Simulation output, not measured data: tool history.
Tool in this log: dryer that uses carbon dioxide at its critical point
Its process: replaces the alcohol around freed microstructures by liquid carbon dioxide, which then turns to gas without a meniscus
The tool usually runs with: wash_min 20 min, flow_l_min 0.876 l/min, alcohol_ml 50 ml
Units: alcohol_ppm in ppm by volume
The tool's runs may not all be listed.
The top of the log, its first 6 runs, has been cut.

run   hour  wash_min  flow_l_min  alcohol_ml  hours of work since the filter was changed  hours of work since the purifier's bed was changed  alcohol_ppm
  7   72.1        20       0.876          62                                         168                                                 319           85
  8   85.1        20       0.876          62                                         176                                                 326           91
  9  100.1        20       0.876          50                                         185                                                 335           83
 10  110.8        20       0.876          50                                         191                                                 342           92
 11  122.8        20       0.759          50                                         198                                                 349          107
 12  138.0        20       0.759          50                                         207                                                 358          107
 13  147.5        20       0.759          50                                         213                                                 363          111
 14  157.6        20       0.759          50                                         219                                                 369          105
 15  173.8        20       0.876          31                                         228                                                 379           95
 16  186.1        27       0.876          38                                         236                                                 386           91
 17  202.8        20       0.977          50                                         245                                                 396           92
 18  214.8        20       1.033          79                                         252                                                 403           91
 19  222.1        23       1.304          79                                         257                                                 407           87
 20  239.6        29       0.876          35                                         267                                                 417           91
 21  255.9        19       0.876          46                                         277                                                 427          102
 22  269.2        26       0.553         119                                         285                                                 435          224
 23  279.6        26       0.553         119                                         291                                                 441          229
 24  293.7        16       0.712          53                                         299                                                 449          308
 25  307.7        16       0.712          53                                         307                                                 458          302
 26  322.2        16       0.712          53                                         316                                                 466          309
 27  335.3        20       0.712          24                                         324                                                 474          124
 28  349.9        21       0.860          50                                         332                                                 483          121
 29  362.2        21       0.860          34                                         339                                                 490          109
 30  375.7        21       0.860          57                                         347                                                 498          124

Branching from run 30: 5 alternative next runs. What would each branch give?
  A  385.4        21       0.538          57                                         353                                                 503            ?
  B  385.4        15       0.803          71                                         353                                                 503            ?
  C  385.4        14       0.876          71                                         353                                                 503            ?
  D  385.4        20       1.349          50                                         353                                                 503            ?
  E  385.4        26       1.382          69                                         353                                                 503            ?

run  alcohol_ppm
  A          363
  B          322
  C          295
  D          113
  E          109
Without the tool's unlogged condition, the same runs would have read:
run  alcohol_ppm
  A          146
  B          119
  C          106
  D            2
  E            4

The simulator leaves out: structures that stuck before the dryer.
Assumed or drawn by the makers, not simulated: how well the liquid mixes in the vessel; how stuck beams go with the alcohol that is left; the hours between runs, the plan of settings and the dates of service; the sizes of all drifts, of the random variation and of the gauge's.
